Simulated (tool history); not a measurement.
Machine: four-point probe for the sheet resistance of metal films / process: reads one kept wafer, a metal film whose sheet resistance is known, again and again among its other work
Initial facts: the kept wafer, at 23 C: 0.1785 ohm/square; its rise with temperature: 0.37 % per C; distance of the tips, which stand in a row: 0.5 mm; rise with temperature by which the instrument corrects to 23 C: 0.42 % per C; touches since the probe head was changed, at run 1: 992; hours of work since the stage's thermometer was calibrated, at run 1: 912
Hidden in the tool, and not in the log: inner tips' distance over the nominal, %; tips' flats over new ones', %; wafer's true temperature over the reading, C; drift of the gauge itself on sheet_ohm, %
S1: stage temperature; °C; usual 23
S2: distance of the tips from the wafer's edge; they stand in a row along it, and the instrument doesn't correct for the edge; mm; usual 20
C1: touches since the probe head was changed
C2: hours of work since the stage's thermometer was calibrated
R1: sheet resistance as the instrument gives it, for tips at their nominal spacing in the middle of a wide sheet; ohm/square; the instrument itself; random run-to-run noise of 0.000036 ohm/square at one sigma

run 1 day=0 | S1=23 S2=20 | C1=992 C2=912 | R1=0.179092
run 2 day=1.692 | S1=23 S2=20 | C1=1606 C2=940 | R1=0.179081
run 3 day=3.958 | S1=23 S2=20 | C1=2427 C2=978 | R1=0.179167
run 4 day=6.733 | S1=28 S2=20 | C1=3435 C2=1024 | R1=0.178647
run 5 day=9.4 | S1=28 S2=20 | C1=4403 C2=1068 | R1=0.178661
run 6 day=11.904 | S1=23 S2=20 | C1=5310 C2=1110 | R1=0.179123
run 7 day=14.875 | S1=23 S2=20 | C1=6389 C2=1159 | R1=0.179127
run 8 day=18.458 | S1=23 S2=20 | C1=7689 C2=1219 | R1=0.179193
run 9 day=20.35 | S1=23 S2=20 | C1=8374 C2=1250 | R1=0.179184
run 10 day=22.383 | S1=23 S2=20 | C1=9112 C2=1284 | R1=0.179192
run 11 day=25.029 | S1=23 S2=20 | C1=10071 C2=1328 | R1=0.17919
run 12 day=28.992 | S1=23 S2=23 | C1=11509 C2=1394 | R1=0.179242
run 13 day=31.621 | S1=23 S2=23 | C1=12463 C2=1437 | R1=0.179207
run 14 day=35.417 | S1=23 S2=7 | C1=13840 C2=1500 | R1=0.179699
run 15 day=37.712 | S1=19 S2=7 | C1=14673 C2=1539 | R1=0.180078
run 16 day=41.596 | S1=19 S2=7 | C1=16082 C2=1603 | R1=0.180087
run 17 day=43.267 | S1=19 S2=7 | C1=16688 C2=1631 | R1=0.18003
run 18 day=45.629 | S1=19 S2=7 | C1=17545 C2=1670 | R1=0.180164
run 19 day=48.267 | S1=27 S2=36 | C1=18502 C2=1714 | R1=0.17892
run 20 day=51.758 | S1=26 S2=13 | C1=19768 C2=1772 | R1=0.179143
-- day=54.425 stage's thermometer calibrated
run 21 day=54.429 | S1=35 S2=19 | C1=20730 C2=0 | R1=0.178465
run 22 day=58.104 | S1=24 S2=30 | C1=22063 C2=61 | R1=0.179405
run 23 day=60.229 | S1=19 S2=62 | C1=22834 C2=96 | R1=0.179863
run 24 day=64.096 | S1=19 S2=62 | C1=24237 C2=161 | R1=0.179909
run 25 day=67.154 | S1=32 S2=29 | C1=25346 C2=212 | R1=0.178815

Selected run-to-run steps in R1, each split into two signed amounts: the part the tool would show with no hidden state at all (from settings, incoming material and random variation), and the remainder, which goes to the hidden state together with any gauge scatter not common to the measured and the hidden-state-free results:
Run 11 -> 12: S2 20 -> 23. R1 +0.000052 ohm/square: hidden state +0.00002, all else +0.000032.
Run 18 -> 19: S1 19 -> 27, S2 7 -> 36. R1 -0.001244 ohm/square: hidden state +0.000015, all else -0.001259.
Run 20 -> 21: S1 26 -> 35, S2 13 -> 19, stage's thermometer calibrated. R1 -0.000678 ohm/square: hidden state +0.000202, all else -0.00088.
Run 24 -> 25: S1 19 -> 32, S2 62 -> 29. R1 -0.001094 ohm/square: hidden state +0.000012, all else -0.001106.
